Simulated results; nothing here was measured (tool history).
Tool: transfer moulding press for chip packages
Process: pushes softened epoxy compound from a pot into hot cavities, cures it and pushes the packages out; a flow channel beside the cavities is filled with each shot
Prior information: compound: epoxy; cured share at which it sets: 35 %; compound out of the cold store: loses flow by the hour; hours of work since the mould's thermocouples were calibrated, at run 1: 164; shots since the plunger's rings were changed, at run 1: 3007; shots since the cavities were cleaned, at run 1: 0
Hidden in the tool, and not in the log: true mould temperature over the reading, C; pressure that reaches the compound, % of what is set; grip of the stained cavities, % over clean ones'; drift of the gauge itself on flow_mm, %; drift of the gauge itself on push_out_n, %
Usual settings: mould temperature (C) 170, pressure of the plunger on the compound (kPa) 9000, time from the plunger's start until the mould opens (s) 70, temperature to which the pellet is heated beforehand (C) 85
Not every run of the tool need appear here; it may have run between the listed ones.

run   hour  mould temperature (C)  pressure of the plunger on the compound (kPa)  time from the plunger's start until the mould opens (s)  temperature to which the pellet is heated beforehand (C)  hours of work since the mould's thermocouples were calibrated  shots since the plunger's rings were changed  shots since the cavities were cleaned  incoming compound's hours out of the cold store  length that the compound runs in the flow channel (mm)  greatest force on the pins that push the packages out (N)
  1      0                    170                                           9000                                                       70                                                        85                                                            164                                          3007                                      0                                             39.7                                                     830                                                        290
  2   22.1                    170                                           9000                                                       65                                                        85                                                            181                                          3379                                    372                                             18.8                                                     916                                                        430
  3   45.7                    170                                           9000                                                       65                                                        85                                                            198                                          3778                                    771                                             22.4                                                     886                                                        482
      59.6  -- cavities cleaned with cleaning compound and waxed
  4   83.1                    170                                           9000                                                       65                                                        85                                                            225                                          4381                                    395                                             45.8                                                     802                                                        420
     112.7  -- plunger's sealing rings changed
     122.5  -- cavities cleaned with cleaning compound and waxed
  5  125.6                    170                                           9000                                                       65                                                        85                                                            254                                           192                                     52                                             47.5                                                     822                                                        340
  6  150.4                    170                                           9000                                                       65                                                        85                                                            272                                           611                                    471                                             30.4                                                     875                                                        431
       182  -- cavities cleaned with cleaning compound and waxed
  7  194.1                    170                                           9000                                                       65                                                        85                                                            303                                          1321                                    205                                             41.7                                                     833                                                        403
  8  229.4                    165                                           9000                                                       70                                                        84                                                            329                                          1916                                    800                                             10.5                                                     957                                                        634
     242.3  -- cavities cleaned with cleaning compound and waxed
  9  259.3                    168                                          10400                                                       70                                                        85                                                            351                                          2394                                    287                                             16.9                                                     998                                                        411

Forecast run 10:
 10  289.9                    168                                          10400                                                       70                                                        85                                                            373                                          2909                                    802                                             35.8                                                       ?                                                          ?

Run 10 yielded length that the compound runs in the flow channel (mm) 921, greatest force on the pins that push the packages out (N) 461.
If the tool had no hidden condition, the same run with the same run-to-run variation would have returned length that the compound runs in the flow channel (mm) 943, greatest force on the pins that push the packages out (N) 318.

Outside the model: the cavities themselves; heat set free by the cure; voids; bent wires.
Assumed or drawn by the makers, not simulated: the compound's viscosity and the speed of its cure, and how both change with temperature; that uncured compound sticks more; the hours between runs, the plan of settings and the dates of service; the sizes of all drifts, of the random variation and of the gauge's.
